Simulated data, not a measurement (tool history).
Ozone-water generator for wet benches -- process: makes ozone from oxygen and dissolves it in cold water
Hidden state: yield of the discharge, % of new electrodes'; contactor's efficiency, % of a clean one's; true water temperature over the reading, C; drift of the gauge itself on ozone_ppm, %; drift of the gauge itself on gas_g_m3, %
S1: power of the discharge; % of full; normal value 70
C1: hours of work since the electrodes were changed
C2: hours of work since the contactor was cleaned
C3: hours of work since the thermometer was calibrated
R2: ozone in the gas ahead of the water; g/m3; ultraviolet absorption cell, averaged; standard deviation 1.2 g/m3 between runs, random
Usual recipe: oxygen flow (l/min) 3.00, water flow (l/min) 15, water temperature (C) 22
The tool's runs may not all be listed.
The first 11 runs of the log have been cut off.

{"run": 12, "day": 13.438, "S1": 70, "oxygen flow (l/min)": 3.0, "water flow (l/min)": 15, "water temperature (C)": 22, "C1": 752, "C2": 3092, "C3": 4449, "dissolved ozone (ppm)": 12.9, "R2": 203.8}
{"run": 13, "day": 14.404, "S1": 70, "oxygen flow (l/min)": 3.0, "water flow (l/min)": 15, "water temperature (C)": 22, "C1": 773, "C2": 3113, "C3": 4470, "dissolved ozone (ppm)": 13.2, "R2": 203.1}
{"run": 14, "day": 15.854, "S1": 70, "oxygen flow (l/min)": 3.0, "water flow (l/min)": 15, "water temperature (C)": 22, "C1": 805, "C2": 3145, "C3": 4502, "dissolved ozone (ppm)": 13.1, "R2": 204.3}
{"run": 15, "day": 16.712, "S1": 70, "oxygen flow (l/min)": 3.0, "water flow (l/min)": 15, "water temperature (C)": 20, "C1": 824, "C2": 3164, "C3": 4521, "dissolved ozone (ppm)": 13.2, "R2": 205.7}
{"run": 16, "day": 17.954, "S1": 70, "oxygen flow (l/min)": 3.0, "water flow (l/min)": 15, "water temperature (C)": 22, "C1": 851, "C2": 3191, "C3": 4549, "dissolved ozone (ppm)": 12.9, "R2": 203.1}
{"run": 17, "day": 19.304, "S1": 42, "oxygen flow (l/min)": 2.87, "water flow (l/min)": 15, "water temperature (C)": 28, "C1": 881, "C2": 3221, "C3": 4578, "dissolved ozone (ppm)": 8.5, "R2": 151.2}
{"run": 18, "day": 20.117, "S1": 42, "oxygen flow (l/min)": 2.87, "water flow (l/min)": 15, "water temperature (C)": 28, "C1": 899, "C2": 3239, "C3": 4596, "dissolved ozone (ppm)": 8.4, "R2": 152.2}
{"run": 19, "day": 21.208, "S1": 42, "oxygen flow (l/min)": 2.87, "water flow (l/min)": 15, "water temperature (C)": 28, "C1": 923, "C2": 3263, "C3": 4620, "dissolved ozone (ppm)": 8.6, "R2": 150.2}
{"run": 20, "day": 22.204, "S1": 42, "oxygen flow (l/min)": 2.87, "water flow (l/min)": 15, "water temperature (C)": 28, "C1": 945, "C2": 3285, "C3": 4642, "dissolved ozone (ppm)": 8.5, "R2": 151.4}
{"run": 21, "day": 23.712, "S1": 75, "oxygen flow (l/min)": 3.16, "water flow (l/min)": 15, "water temperature (C)": 22, "C1": 979, "C2": 3319, "C3": 4676, "dissolved ozone (ppm)": 13.4, "R2": 205.0}
{"run": 22, "day": 24.679, "S1": 98, "oxygen flow (l/min)": 3.16, "water flow (l/min)": 15, "water temperature (C)": 19, "C1": 1000, "C2": 3340, "C3": 4697, "dissolved ozone (ppm)": 16.7, "R2": 246.4}
{"run": 23, "day": 25.967, "S1": 98, "oxygen flow (l/min)": 3.16, "water flow (l/min)": 15, "water temperature (C)": 19, "C1": 1028, "C2": 3368, "C3": 4725, "dissolved ozone (ppm)": 16.7, "R2": 241.6}
{"run": 24, "day": 26.796, "S1": 56, "oxygen flow (l/min)": 3.0, "water flow (l/min)": 15, "water temperature (C)": 16, "C1": 1047, "C2": 3387, "C3": 4744, "dissolved ozone (ppm)": 11.9, "R2": 175.4}
{"run": 25, "day": 28.004, "S1": 56, "oxygen flow (l/min)": 3.0, "water flow (l/min)": 16, "water temperature (C)": 14, "C1": 1073, "C2": 3413, "C3": 4770, "dissolved ozone (ppm)": 11.4, "R2": 176.0}
{"day": 29.492, "done": "water thermometer calibrated"}
{"run": 26, "day": 29.533, "S1": 70, "oxygen flow (l/min)": 4.64, "water flow (l/min)": 15, "water temperature (C)": 22, "C1": 1107, "C2": 3447, "C3": 1, "dissolved ozone (ppm)": 12.8, "R2": 157.2}
{"run": 27, "day": 30.579, "S1": 70, "oxygen flow (l/min)": 4.86, "water flow (l/min)": 15, "water temperature (C)": 22, "C1": 1130, "C2": 3470, "C3": 24, "dissolved ozone (ppm)": 12.4, "R2": 152.5}
{"run": 28, "day": 31.612, "S1": 77, "oxygen flow (l/min)": 1.87, "water flow (l/min)": 14, "water temperature (C)": 22, "C1": 1153, "C2": 3493, "C3": 47, "dissolved ozone (ppm)": 14.2, "R2": 283.6}
{"run": 29, "day": 32.8, "S1": 70, "oxygen flow (l/min)": 3.0, "water flow (l/min)": 15, "water temperature (C)": 28, "C1": 1179, "C2": 3519, "C3": 73, "dissolved ozone (ppm)": 11.7, "R2": 203.3}
{"run": 30, "day": 33.508, "S1": 52, "oxygen flow (l/min)": 3.0, "water flow (l/min)": 15, "water temperature (C)": 28, "C1": 1194, "C2": 3534, "C3": 89, "dissolved ozone (ppm)": 9.9, "R2": 166.5}
{"run": 31, "day": 34.167, "S1": 85, "oxygen flow (l/min)": 3.0, "water flow (l/min)": 15, "water temperature (C)": 28, "C1": 1209, "C2": 3549, "C3": 103, "dissolved ozone (ppm)": 13.4, "R2": 229.4}
{"run": 32, "day": 35.15, "S1": 70, "oxygen flow (l/min)": 4.83, "water flow (l/min)": 11, "water temperature (C)": 22, "C1": 1231, "C2": 3571, "C3": 125, "dissolved ozone (ppm)": 15.8, "R2": 152.1}

Alternative continuations, all from the tool just after run 32; predict every row:
{"run": "A", "day": 36.679, "S1": 98, "oxygen flow (l/min)": 2.18, "water flow (l/min)": 11, "water temperature (C)": 22, "C1": 1264, "C2": 3604, "C3": 159, "dissolved ozone (ppm)": "?", "R2": "?"}
{"run": "B", "day": 36.679, "S1": 90, "oxygen flow (l/min)": 3.97, "water flow (l/min)": 11, "water temperature (C)": 26, "C1": 1264, "C2": 3604, "C3": 159, "dissolved ozone (ppm)": "?", "R2": "?"}
{"run": "C", "day": 36.679, "S1": 70, "oxygen flow (l/min)": 4.83, "water flow (l/min)": 11, "water temperature (C)": 30, "C1": 1264, "C2": 3604, "C3": 159, "dissolved ozone (ppm)": "?", "R2": "?"}

run=A dissolved_ozone_(ppm)=20.8 R2=302.3
run=B dissolved_ozone_(ppm)=17.3 R2=200.2
run=C dissolved_ozone_(ppm)=13.1 R2=153.5
What these runs would have given with no unlogged condition in the tool:
run=A dissolved_ozone_(ppm)=22.6 R2=318.7
run=B dissolved_ozone_(ppm)=18.7 R2=210.5
run=C dissolved_ozone_(ppm)=14.1 R2=160.4

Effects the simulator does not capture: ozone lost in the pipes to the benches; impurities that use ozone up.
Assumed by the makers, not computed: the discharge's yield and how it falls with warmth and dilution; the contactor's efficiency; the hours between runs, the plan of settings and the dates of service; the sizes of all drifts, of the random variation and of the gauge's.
